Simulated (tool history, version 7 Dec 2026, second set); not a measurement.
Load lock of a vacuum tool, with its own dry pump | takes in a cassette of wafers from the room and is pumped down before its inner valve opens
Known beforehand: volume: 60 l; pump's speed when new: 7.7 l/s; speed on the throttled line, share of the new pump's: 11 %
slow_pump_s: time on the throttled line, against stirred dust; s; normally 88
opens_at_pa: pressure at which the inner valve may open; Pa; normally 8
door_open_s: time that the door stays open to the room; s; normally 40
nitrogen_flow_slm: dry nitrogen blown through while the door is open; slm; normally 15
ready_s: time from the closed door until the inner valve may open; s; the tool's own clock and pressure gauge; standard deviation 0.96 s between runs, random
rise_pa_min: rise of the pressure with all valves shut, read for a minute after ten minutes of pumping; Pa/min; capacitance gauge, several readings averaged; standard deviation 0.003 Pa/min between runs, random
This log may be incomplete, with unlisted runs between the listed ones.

| run | hour | slow_pump_s | opens_at_pa | door_open_s | nitrogen_flow_slm | incoming humidity of the room's air, % | ready_s | rise_pa_min |
|---|---|---|---|---|---|---|---|---|
| 1 | 0.0 | 88 | 8 | 40 | 15 | 44.5 | 154.1 | 0.032 |
| 2 | 113.5 | 65 | 8 | 40 | 15 | 44.6 | 135.7 | 0.032 |
| 3 | 251.6 | 65 | 8 | 40 | 15 | 44.0 | 136.1 | 0.042 |
| 4 | 379.7 | 88 | 8 | 40 | 15 | 45.1 | 155.4 | 0.034 |
| 5 | 485.7 | 88 | 8 | 40 | 15 | 47.1 | 156.3 | 0.034 |
| 6 | 560.7 | 88 | 11 | 40 | 15 | 44.0 | 151.3 | 0.034 |
| 7 | 710.8 | 88 | 11 | 40 | 15 | 42.5 | 153.4 | 0.036 |
| 8 | 841.1 | 88 | 11 | 40 | 15 | 48.3 | 152.6 | 0.038 |
| 9 | 916.8 | 88 | 11 | 40 | 15 | 46.4 | 151.9 | 0.044 |
| 10 | 995.8 | 88 | 8 | 40 | 21 | 43.4 | 156.5 | 0.037 |
| 11 | 1099.9 | 88 | 8 | 40 | 21 | 47.1 | 156.2 | 0.036 |
| 12 | 1256.3 | 88 | 8 | 40 | 33 | 43.5 | 157.0 | 0.030 |
| 13 | 1328.0 | 88 | 8 | 40 | 7 | 44.4 | 157.7 | 0.053 |
| 14 | 1483.2 | 88 | 8 | 40 | 7 | 46.6 | 156.5 | 0.053 |
| 15 | 1582.5 | 88 | 11 | 40 | 7 | 45.4 | 153.0 | 0.059 |
| 16 | 1681.9 | 88 | 12 | 40 | 31 | 43.7 | 153.3 | 0.032 |
| 17 | 1802.7 | 52 | 13 | 48 | 25 | 44.4 | 120.6 | 0.040 |
| 18 | 1906.0 | 57 | 8 | 40 | 15 | 43.8 | 129.6 | 0.043 |
| 19 | 2045.8 | 105 | 13 | 40 | 6 | 47.1 | 167.3 | 0.066 |
| 20 | 2126.0 | 105 | 13 | 40 | 6 | 41.3 | 166.7 | 0.057 |
| 21 | 2269.4 | 83 | 8 | 40 | 20 | 48.5 | 154.4 | 0.045 |
| 22 | 2394.5 | 83 | 8 | 40 | 20 | 45.2 | 150.9 | 0.051 |
| 23 | 2470.7 | 56 | 8 | 40 | 33 | 45.4 | 128.8 | 0.046 |

For run 24, what comes out?
| 24 | 2626.9 | 56 | 8 | 40 | 33 | 46.6 | ? | ? |

{"run 24": {"ready_s": 128.8, "rise_pa_min": 0.049}}
Had the tool carried no hidden state, the very same run would have given ready_s 122.9 s, rise_pa_min 0.020 Pa/min.
